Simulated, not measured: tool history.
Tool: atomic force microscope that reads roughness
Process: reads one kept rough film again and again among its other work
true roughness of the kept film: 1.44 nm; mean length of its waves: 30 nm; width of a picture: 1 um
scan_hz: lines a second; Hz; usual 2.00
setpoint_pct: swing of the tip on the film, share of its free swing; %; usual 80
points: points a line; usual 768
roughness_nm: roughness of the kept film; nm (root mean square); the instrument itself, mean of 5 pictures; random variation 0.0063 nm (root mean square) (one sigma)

{"run": 1, "hour": 0.0, "scan_hz": 2.0, "setpoint_pct": 80, "points": 768, "roughness_nm": 1.055}
{"hour": 8.2, "done": "new tip fitted"}
{"run": 2, "hour": 56.2, "scan_hz": 2.0, "setpoint_pct": 80, "points": 768, "roughness_nm": 1.153}
{"run": 3, "hour": 127.8, "scan_hz": 2.0, "setpoint_pct": 80, "points": 348, "roughness_nm": 1.044}
{"hour": 141.5, "done": "new tip fitted"}
{"run": 4, "hour": 167.9, "scan_hz": 2.0, "setpoint_pct": 80, "points": 348, "roughness_nm": 1.168}
{"run": 5, "hour": 230.6, "scan_hz": 2.0, "setpoint_pct": 80, "points": 348, "roughness_nm": 1.087}
{"hour": 277.5, "done": "new tip fitted"}
{"run": 6, "hour": 296.0, "scan_hz": 2.0, "setpoint_pct": 80, "points": 348, "roughness_nm": 1.183}
{"run": 7, "hour": 367.2, "scan_hz": 2.0, "setpoint_pct": 80, "points": 348, "roughness_nm": 1.088}
{"hour": 412.8, "done": "new tip fitted"}
{"run": 8, "hour": 417.5, "scan_hz": 2.0, "setpoint_pct": 80, "points": 348, "roughness_nm": 1.212}
{"run": 9, "hour": 468.3, "scan_hz": 2.0, "setpoint_pct": 80, "points": 348, "roughness_nm": 1.137}
{"run": 10, "hour": 527.4, "scan_hz": 2.0, "setpoint_pct": 82, "points": 768, "roughness_nm": 1.06}
{"hour": 545.6, "done": "new tip fitted"}
{"run": 11, "hour": 583.2, "scan_hz": 2.0, "setpoint_pct": 82, "points": 768, "roughness_nm": 1.156}
{"run": 12, "hour": 617.1, "scan_hz": 2.0, "setpoint_pct": 82, "points": 768, "roughness_nm": 1.11}
{"run": 13, "hour": 666.4, "scan_hz": 2.0, "setpoint_pct": 85, "points": 768, "roughness_nm": 1.024}
{"hour": 678.2, "done": "new tip fitted"}
{"run": 14, "hour": 742.8, "scan_hz": 2.0, "setpoint_pct": 78, "points": 768, "roughness_nm": 1.159}
{"run": 15, "hour": 806.1, "scan_hz": 0.75, "setpoint_pct": 62, "points": 403, "roughness_nm": 1.127}
{"hour": 813.5, "done": "new tip fitted"}
{"run": 16, "hour": 843.4, "scan_hz": 0.94, "setpoint_pct": 87, "points": 768, "roughness_nm": 1.205}
{"run": 17, "hour": 919.8, "scan_hz": 0.94, "setpoint_pct": 87, "points": 768, "roughness_nm": 1.117}
{"hour": 950.0, "done": "new tip fitted"}
{"run": 18, "hour": 984.8, "scan_hz": 0.94, "setpoint_pct": 87, "points": 768, "roughness_nm": 1.223}
{"run": 19, "hour": 1032.5, "scan_hz": 0.53, "setpoint_pct": 78, "points": 768, "roughness_nm": 1.208}
{"hour": 1081.6, "done": "new tip fitted"}
{"run": 20, "hour": 1081.6, "scan_hz": 0.52, "setpoint_pct": 62, "points": 552, "roughness_nm": 1.339}
{"run": 21, "hour": 1120.7, "scan_hz": 2.0, "setpoint_pct": 74, "points": 768, "roughness_nm": 1.203}
{"hour": 1189.6, "done": "height scale calibrated on a step standard"}
{"run": 22, "hour": 1203.5, "scan_hz": 0.87, "setpoint_pct": 78, "points": 768, "roughness_nm": 1.118}
{"hour": 1215.6, "done": "new tip fitted"}
{"run": 23, "hour": 1238.9, "scan_hz": 0.85, "setpoint_pct": 86, "points": 706, "roughness_nm": 1.237}
{"run": 24, "hour": 1272.7, "scan_hz": 2.0, "setpoint_pct": 86, "points": 768, "roughness_nm": 1.089}
{"run": 25, "hour": 1309.7, "scan_hz": 1.65, "setpoint_pct": 55, "points": 568, "roughness_nm": 1.186}
{"hour": 1348.7, "done": "new tip fitted"}
{"run": 26, "hour": 1378.3, "scan_hz": 1.68, "setpoint_pct": 59, "points": 742, "roughness_nm": 1.273}
{"run": 27, "hour": 1445.6, "scan_hz": 2.52, "setpoint_pct": 81, "points": 768, "roughness_nm": 1.039}
{"hour": 1482.2, "done": "new tip fitted"}
{"run": 28, "hour": 1513.9, "scan_hz": 2.52, "setpoint_pct": 81, "points": 768, "roughness_nm": 1.134}

Forecast each of these 3 alternatives for the next run:
{"run": "A", "hour": 1556.6, "scan_hz": 2.24, "setpoint_pct": 64, "points": 484, "roughness_nm": "?"}
{"run": "B", "hour": 1556.6, "scan_hz": 2.67, "setpoint_pct": 62, "points": 973, "roughness_nm": "?"}
{"run": "C", "hour": 1556.6, "scan_hz": 2.0, "setpoint_pct": 77, "points": 768, "roughness_nm": "?"}

run=A roughness_nm=1.171
run=B roughness_nm=1.178
run=C roughness_nm=1.139
Without the tool's hidden state the same runs would have given:
run=A roughness_nm=1.282
run=B roughness_nm=1.288
run=C roughness_nm=1.245
